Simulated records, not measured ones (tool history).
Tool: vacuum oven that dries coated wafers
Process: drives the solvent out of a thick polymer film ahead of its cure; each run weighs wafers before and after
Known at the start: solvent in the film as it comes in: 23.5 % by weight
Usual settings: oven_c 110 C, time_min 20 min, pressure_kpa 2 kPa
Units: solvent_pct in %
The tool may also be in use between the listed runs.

run,hour,oven_c,time_min,pressure_kpa,solvent_pct
1,0,110,20,2,4.15
2,38.7,110,20,2,4.15
3,97.8,110,20,1.82,4.01
4,123,110,20,2,4.15
# hour 133.9: oven's thermocouples calibrated
5,174.6,110,20,2,4.13
6,222.9,110,20,2,4.18
7,267.9,110,20,2,4.11
8,310.2,110,20,2,4.17
9,344.5,110,20,2,4.17
10,389.5,110,20,2,4.15

Run 11 comes next. What will it give?
11,438.3,97,20,1.98,?

solvent_pct: 8.66 %
Without the tool's hidden state the same run would have given solvent_pct 8.67 %.

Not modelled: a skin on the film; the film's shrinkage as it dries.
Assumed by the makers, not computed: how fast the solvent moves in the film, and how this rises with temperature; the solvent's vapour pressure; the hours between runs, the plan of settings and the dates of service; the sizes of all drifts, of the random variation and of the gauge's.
